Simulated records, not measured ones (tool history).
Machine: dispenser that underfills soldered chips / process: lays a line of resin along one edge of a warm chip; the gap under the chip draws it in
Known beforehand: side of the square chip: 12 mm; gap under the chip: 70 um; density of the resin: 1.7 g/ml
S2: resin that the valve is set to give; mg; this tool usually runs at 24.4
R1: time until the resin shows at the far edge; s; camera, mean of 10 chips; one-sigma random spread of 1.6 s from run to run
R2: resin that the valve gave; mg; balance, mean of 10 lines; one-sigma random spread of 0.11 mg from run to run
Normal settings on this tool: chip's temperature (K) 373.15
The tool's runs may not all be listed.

{"run": 1, "hour": 0.0, "chip's temperature (K)": 373.15, "S2": 24.4, "R1": 336.7, "R2": 23.8}
{"hour": 1.0, "done": "new syringe of resin"}
{"run": 2, "hour": 13.6, "chip's temperature (K)": 373.15, "S2": 24.4, "R1": 322.3, "R2": 23.91}
{"hour": 16.6, "done": "new syringe of resin"}
{"run": 3, "hour": 25.7, "chip's temperature (K)": 373.15, "S2": 24.4, "R1": 273.8, "R2": 24.07}
{"hour": 31.2, "done": "new syringe of resin"}
{"run": 4, "hour": 36.8, "chip's temperature (K)": 373.15, "S2": 29.6, "R1": 223.2, "R2": 28.69}
{"hour": 45.9, "done": "new syringe of resin"}
{"run": 5, "hour": 50.9, "chip's temperature (K)": 373.15, "S2": 22.8, "R1": 223.8, "R2": 21.93}
{"run": 6, "hour": 59.6, "chip's temperature (K)": 373.15, "S2": 22.8, "R1": 349, "R2": 22.08}
{"hour": 61.1, "done": "new syringe of resin"}
{"run": 7, "hour": 68.5, "chip's temperature (K)": 368.15, "S2": 27.1, "R1": 299.1, "R2": 26.07}
{"hour": 75.9, "done": "new syringe of resin"}
{"run": 8, "hour": 85.0, "chip's temperature (K)": 371.15, "S2": 24.4, "R1": 293.4, "R2": 23.47}
{"hour": 90.8, "done": "new syringe of resin"}
{"run": 9, "hour": 99.2, "chip's temperature (K)": 371.15, "S2": 24.4, "R1": 292.3, "R2": 23.18}
{"hour": 106.3, "done": "new syringe of resin"}
{"run": 10, "hour": 111.3, "chip's temperature (K)": 363.15, "S2": 26.2, "R1": 333.8, "R2": 24.96}
{"hour": 121.4, "done": "new syringe of resin"}
{"hour": 124.8, "done": "dispensing valve cleaned and set on the balance"}
{"run": 11, "hour": 128.9, "chip's temperature (K)": 369.15, "S2": 28.6, "R1": 278.1, "R2": 28.55}

For some of the steps in R1 from one run to the next: how much would appear even if the tool had no hidden state, given the settings, what came in and random variation, and how much remains for the hidden state plus any gauge scatter that the measured result and the result without hidden state don't share?
Hidden state present: resin's viscosity, % of fresh resin's; dose that the valve gives, % of what is set; true chip temperature over the reading, C; drift of the gauge itself on fill_s, %; drift of the gauge itself on given_mg, %.
Run 5 -> 6: no setting touched and nothing written in the log between the runs. R1 +125.2 s: hidden state +125.7, all else -0.5.
